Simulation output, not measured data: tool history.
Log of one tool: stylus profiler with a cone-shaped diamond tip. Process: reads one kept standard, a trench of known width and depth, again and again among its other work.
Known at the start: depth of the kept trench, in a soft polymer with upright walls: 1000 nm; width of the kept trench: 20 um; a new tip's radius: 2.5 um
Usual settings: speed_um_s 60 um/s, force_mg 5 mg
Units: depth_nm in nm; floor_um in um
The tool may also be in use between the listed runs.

run    hour  speed_um_s  force_mg  depth_nm  floor_um
  1       0          60         5   1019.42     15.22
  2    37.6          60         5   1019.57     15.23
  3    96.5          60         5   1019.43     15.23
  4   171.9          60     13.58   1041.48     15.27
  5     228          60     13.58   1041.17     15.26
  6   303.3          17     13.58   1041.04     15.39
  7   365.2          17     13.58   1040.47     15.33
      419.9  -- height scale calibrated on a step standard
  8   419.9          60      2.59   1009.72     15.05
  9   492.1          60      2.59    1009.6        15
 10   566.9          60      2.59   1008.72     14.93
 11   610.4          60         5   1017.15     15.07
      619.2  -- height scale calibrated on a step standard, once more
 12   651.2          60         5   1022.67     15.01
 13   705.3         117     11.28   1039.99     14.91
 14   755.4          25      4.47   1020.66     15.13
 15   811.4          45      6.38   1026.24     15.07
 16   860.2         146      5.92   1024.97     14.66
 17   941.9         146      5.92   1024.86     14.64
 18   989.4          67         5   1021.77     14.86
 19  1047.1          39         5   1021.61     14.96
 20  1114.6          39         5   1021.17        15
 21  1166.4          88      5.31   1022.37     14.74
 22  1247.5         149      5.23   1021.65     14.46
 23  1299.2         141      6.03   1023.85     14.49

The same runs without the tool's hidden state, with the same run-to-run variation:
The hidden state here: radius of the tip, um; height scale over the true one, %; drift of the gauge itself on depth_nm, %; drift of the gauge itself on floor_um, %.
run  depth_nm  floor_um
  1   1023.29      15.7
  2   1023.56     15.72
  3    1023.6     15.73
  4   1045.96      15.8
  5   1045.79     15.81
  6    1045.9     15.96
  7    1045.5     15.92
  8   1015.42     15.66
  9   1015.51     15.64
 10   1014.86     15.59
 11   1023.47     15.74
 12   1023.42      15.7
 13   1040.91     15.62
 14   1021.71     15.85
 15   1027.48      15.8
 16   1026.35     15.42
 17   1026.49     15.42
 18   1023.52     15.65
 19   1023.53     15.77
 20    1023.3     15.83
 21   1024.66     15.59
 22   1024.18     15.34
 23   1026.55     15.38

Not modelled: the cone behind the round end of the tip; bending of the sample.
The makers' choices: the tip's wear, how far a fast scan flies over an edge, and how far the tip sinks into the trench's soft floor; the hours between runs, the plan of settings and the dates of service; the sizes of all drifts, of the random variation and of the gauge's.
